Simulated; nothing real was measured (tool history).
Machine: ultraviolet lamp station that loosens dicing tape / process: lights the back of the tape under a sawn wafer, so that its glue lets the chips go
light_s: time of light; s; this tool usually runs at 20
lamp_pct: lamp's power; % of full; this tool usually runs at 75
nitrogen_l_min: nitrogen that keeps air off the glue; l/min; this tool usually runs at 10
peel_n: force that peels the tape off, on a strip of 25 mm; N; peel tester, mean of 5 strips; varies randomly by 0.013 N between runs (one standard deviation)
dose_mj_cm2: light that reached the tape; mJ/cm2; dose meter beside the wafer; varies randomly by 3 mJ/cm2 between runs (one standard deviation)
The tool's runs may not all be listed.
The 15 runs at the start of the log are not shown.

run	hour	light_s	lamp_pct	nitrogen_l_min	peel_n	dose_mj_cm2
16	162.4	20	74	8	0.766	447
17	169.0	18	75	10	0.779	407
18	184.1	20	75	7	0.849	456
19	196.8	12	76	5	2.632	274
20	210.4	20	84	10	0.441	505
21	224.8	12	65	5	3.283	232
22	234.1	20	67	4	1.831	405
23	243.6	13	67	13	1.555	263
24	254.5	13	67	13	1.550	259
25	266.7	13	85	13	0.968	330
26	279.5	13	85	13	0.993	333
27	287.9	26	75	4	0.809	587
28	301.2	26	75	4	0.801	591
29	312.6	30	90	14	0.090	816
30	325.0	30	90	14	0.084	806
31	333.9	19	75	10	0.660	428
32	340.1	14	82	8	1.397	344
33	346.9	14	83	8	1.338	350

Below are 4 alternative next runs, each starting from the tool's condition after run 33. Predict each:
A	358.7	20	75	6	?	?
B	358.7	17	75	7	?	?
C	358.7	20	75	7	?	?
D	358.7	30	66	3	?	?

run	peel_n	dose_mj_cm2
A	0.991	451
B	1.237	381
C	0.874	452
D	1.045	598
Without the tool's hidden state the same runs would have given:
run	peel_n	dose_mj_cm2
A	0.986	452
B	1.231	382
C	0.869	453
D	1.039	600
